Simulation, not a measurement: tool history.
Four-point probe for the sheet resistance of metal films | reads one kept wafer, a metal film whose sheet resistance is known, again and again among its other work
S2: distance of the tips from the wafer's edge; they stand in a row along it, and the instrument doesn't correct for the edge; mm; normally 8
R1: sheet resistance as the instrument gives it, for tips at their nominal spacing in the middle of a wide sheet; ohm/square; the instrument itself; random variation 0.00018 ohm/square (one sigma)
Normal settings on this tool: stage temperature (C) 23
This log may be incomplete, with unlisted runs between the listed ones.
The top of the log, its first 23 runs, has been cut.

run 24 hour=727.7 | stage_temperature_(C)=19 S2=8 | R1=0.907771
-- hour=733.1 new probe head fitted
run 25 hour=768.5 | stage_temperature_(C)=18 S2=12 | R1=0.906554
run 26 hour=802.7 | stage_temperature_(C)=23 S2=69 | R1=0.907659
run 27 hour=835.9 | stage_temperature_(C)=26 S2=5 | R1=0.913056
run 28 hour=876.5 | stage_temperature_(C)=26 S2=5 | R1=0.912974
run 29 hour=918 | stage_temperature_(C)=34 S2=53 | R1=0.910614
run 30 hour=943.7 | stage_temperature_(C)=33 S2=20 | R1=0.91012
run 31 hour=987.9 | stage_temperature_(C)=25 S2=3 | R1=0.921433
run 32 hour=1014.7 | stage_temperature_(C)=25 S2=3 | R1=0.921372
run 33 hour=1048.6 | stage_temperature_(C)=34 S2=3 | R1=0.92389
run 34 hour=1079.2 | stage_temperature_(C)=34 S2=3 | R1=0.924131
run 35 hour=1104.1 | stage_temperature_(C)=34 S2=3 | R1=0.923717
run 36 hour=1139.7 | stage_temperature_(C)=31 S2=12 | R1=0.910248
run 37 hour=1169.3 | stage_temperature_(C)=23 S2=35 | R1=0.907546
run 38 hour=1202.9 | stage_temperature_(C)=23 S2=35 | R1=0.907532
run 39 hour=1235.1 | stage_temperature_(C)=23 S2=35 | R1=0.907571
run 40 hour=1269.8 | stage_temperature_(C)=23 S2=35 | R1=0.907232
run 41 hour=1315.3 | stage_temperature_(C)=23 S2=35 | R1=0.907116
run 42 hour=1348.1 | stage_temperature_(C)=23 S2=35 | R1=0.907345
run 43 hour=1379 | stage_temperature_(C)=25 S2=8 | R1=0.910029
run 44 hour=1404.7 | stage_temperature_(C)=25 S2=8 | R1=0.909745

Alternative continuations, all from the tool just after run 44; predict every row:
run A hour=1437.8 | stage_temperature_(C)=25 S2=24 | R1=?
run B hour=1437.8 | stage_temperature_(C)=28 S2=8 | R1=?
run C hour=1437.8 | stage_temperature_(C)=31 S2=18 | R1=?
run D hour=1437.8 | stage_temperature_(C)=18 S2=13 | R1=?
run E hour=1437.8 | stage_temperature_(C)=30 S2=10 | R1=?

run=A R1=0.9081
run=B R1=0.910553
run=C R1=0.910034
run=D R1=0.90642
run=E R1=0.910556
The same runs, with their run-to-run variation unchanged, on a tool lacking any hidden condition would have given:
run=A R1=0.908168
run=B R1=0.910621
run=C R1=0.910103
run=D R1=0.906486
run=E R1=0.910624
